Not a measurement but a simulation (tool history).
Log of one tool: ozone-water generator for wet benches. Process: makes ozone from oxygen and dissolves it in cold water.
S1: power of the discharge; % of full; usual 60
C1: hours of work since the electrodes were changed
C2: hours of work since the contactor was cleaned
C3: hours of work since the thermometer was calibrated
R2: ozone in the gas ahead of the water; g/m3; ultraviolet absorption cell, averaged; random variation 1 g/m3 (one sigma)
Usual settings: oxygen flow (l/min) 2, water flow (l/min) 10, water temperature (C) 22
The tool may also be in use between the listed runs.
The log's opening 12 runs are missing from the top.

{"run": 13, "day": 26.108, "S1": 60, "oxygen flow (l/min)": 2, "water flow (l/min)": 8, "water temperature (C)": 22, "C1": 1563, "C2": 3340, "C3": 4084, "dissolved ozone (ppm)": 18.6, "R2": 166.5}
{"day": 26.6, "done": "water thermometer calibrated"}
{"run": 14, "day": 28.083, "S1": 60, "oxygen flow (l/min)": 2, "water flow (l/min)": 10, "water temperature (C)": 22, "C1": 1591, "C2": 3369, "C3": 22, "dissolved ozone (ppm)": 15.6, "R2": 171}
{"run": 15, "day": 30.646, "S1": 60, "oxygen flow (l/min)": 2, "water flow (l/min)": 10, "water temperature (C)": 22, "C1": 1629, "C2": 3406, "C3": 59, "dissolved ozone (ppm)": 15.7, "R2": 168.8}
{"day": 31.054, "done": "contactor cleaned"}
{"run": 16, "day": 33.425, "S1": 60, "oxygen flow (l/min)": 3.41, "water flow (l/min)": 10, "water temperature (C)": 22, "C1": 1667, "C2": 35, "C3": 97, "dissolved ozone (ppm)": 16, "R2": 135.3}
{"run": 17, "day": 36.633, "S1": 60, "oxygen flow (l/min)": 2.18, "water flow (l/min)": 10, "water temperature (C)": 22, "C1": 1714, "C2": 82, "C3": 144, "dissolved ozone (ppm)": 15.1, "R2": 162.6}
{"run": 18, "day": 38.154, "S1": 60, "oxygen flow (l/min)": 2.18, "water flow (l/min)": 10, "water temperature (C)": 22, "C1": 1736, "C2": 104, "C3": 167, "dissolved ozone (ppm)": 15.2, "R2": 162.8}
{"run": 19, "day": 40.25, "S1": 72, "oxygen flow (l/min)": 2, "water flow (l/min)": 10, "water temperature (C)": 22, "C1": 1767, "C2": 134, "C3": 197, "dissolved ozone (ppm)": 16.7, "R2": 188.8}
{"run": 20, "day": 42.475, "S1": 82, "oxygen flow (l/min)": 1, "water flow (l/min)": 10, "water temperature (C)": 18, "C1": 1799, "C2": 167, "C3": 230, "dissolved ozone (ppm)": 15.5, "R2": 268.8}
{"run": 21, "day": 45.571, "S1": 82, "oxygen flow (l/min)": 1, "water flow (l/min)": 10, "water temperature (C)": 18, "C1": 1845, "C2": 212, "C3": 275, "dissolved ozone (ppm)": 15.5, "R2": 267.3}
{"day": 47.1, "done": "contactor cleaned, once more"}
{"run": 22, "day": 48.371, "S1": 82, "oxygen flow (l/min)": 1, "water flow (l/min)": 8, "water temperature (C)": 18, "C1": 1883, "C2": 19, "C3": 313, "dissolved ozone (ppm)": 20.6, "R2": 265.8}
{"run": 23, "day": 51.45, "S1": 60, "oxygen flow (l/min)": 2, "water flow (l/min)": 9, "water temperature (C)": 17, "C1": 1928, "C2": 64, "C3": 358, "dissolved ozone (ppm)": 19, "R2": 167}
{"run": 24, "day": 54.546, "S1": 60, "oxygen flow (l/min)": 2, "water flow (l/min)": 9, "water temperature (C)": 17, "C1": 1973, "C2": 109, "C3": 404, "dissolved ozone (ppm)": 18.9, "R2": 167.8}
{"run": 25, "day": 57.021, "S1": 60, "oxygen flow (l/min)": 3.09, "water flow (l/min)": 11, "water temperature (C)": 22, "C1": 2010, "C2": 145, "C3": 440, "dissolved ozone (ppm)": 15.7, "R2": 140.1}
{"run": 26, "day": 59.75, "S1": 60, "oxygen flow (l/min)": 1.18, "water flow (l/min)": 10, "water temperature (C)": 21, "C1": 2050, "C2": 185, "C3": 480, "dissolved ozone (ppm)": 14.4, "R2": 205.6}
{"run": 27, "day": 61.271, "S1": 60, "oxygen flow (l/min)": 1.88, "water flow (l/min)": 10, "water temperature (C)": 22, "C1": 2072, "C2": 207, "C3": 502, "dissolved ozone (ppm)": 15.8, "R2": 169.7}
{"run": 28, "day": 63.379, "S1": 60, "oxygen flow (l/min)": 1.88, "water flow (l/min)": 10, "water temperature (C)": 22, "C1": 2103, "C2": 238, "C3": 533, "dissolved ozone (ppm)": 15.7, "R2": 170.4}
{"run": 29, "day": 65.604, "S1": 48, "oxygen flow (l/min)": 1.23, "water flow (l/min)": 13, "water temperature (C)": 17, "C1": 2135, "C2": 270, "C3": 565, "dissolved ozone (ppm)": 10.1, "R2": 178.2}
{"run": 30, "day": 68.05, "S1": 48, "oxygen flow (l/min)": 1.23, "water flow (l/min)": 13, "water temperature (C)": 17, "C1": 2171, "C2": 306, "C3": 601, "dissolved ozone (ppm)": 10, "R2": 178.4}
{"run": 31, "day": 71.267, "S1": 74, "oxygen flow (l/min)": 1.78, "water flow (l/min)": 10, "water temperature (C)": 22, "C1": 2218, "C2": 353, "C3": 648, "dissolved ozone (ppm)": 17.4, "R2": 196.6}
{"run": 32, "day": 74.017, "S1": 74, "oxygen flow (l/min)": 1.78, "water flow (l/min)": 10, "water temperature (C)": 15, "C1": 2258, "C2": 393, "C3": 688, "dissolved ozone (ppm)": 19, "R2": 195.8}

Forecast each of these 3 alternatives for the next run:
{"run": "A", "day": 76.883, "S1": 74, "oxygen flow (l/min)": 1.78, "water flow (l/min)": 10, "water temperature (C)": 15, "C1": 2300, "C2": 435, "C3": 730, "dissolved ozone (ppm)": "?", "R2": "?"}
{"run": "B", "day": 76.883, "S1": 60, "oxygen flow (l/min)": 2, "water flow (l/min)": 10, "water temperature (C)": 15, "C1": 2300, "C2": 435, "C3": 730, "dissolved ozone (ppm)": "?", "R2": "?"}
{"run": "C", "day": 76.883, "S1": 42, "oxygen flow (l/min)": 1.25, "water flow (l/min)": 10, "water temperature (C)": 23, "C1": 2300, "C2": 435, "C3": 730, "dissolved ozone (ppm)": "?", "R2": "?"}

run=A dissolved_ozone_(ppm)=19.1 R2=196.7
run=B dissolved_ozone_(ppm)=17.4 R2=165
run=C dissolved_ozone_(ppm)=11.3 R2=163.6
With the hidden condition removed and each run's random variation left untouched, the same runs would have given:
run=A dissolved_ozone_(ppm)=20.4 R2=207.2
run=B dissolved_ozone_(ppm)=18.4 R2=172.7
run=C dissolved_ozone_(ppm)=11.9 R2=169.5

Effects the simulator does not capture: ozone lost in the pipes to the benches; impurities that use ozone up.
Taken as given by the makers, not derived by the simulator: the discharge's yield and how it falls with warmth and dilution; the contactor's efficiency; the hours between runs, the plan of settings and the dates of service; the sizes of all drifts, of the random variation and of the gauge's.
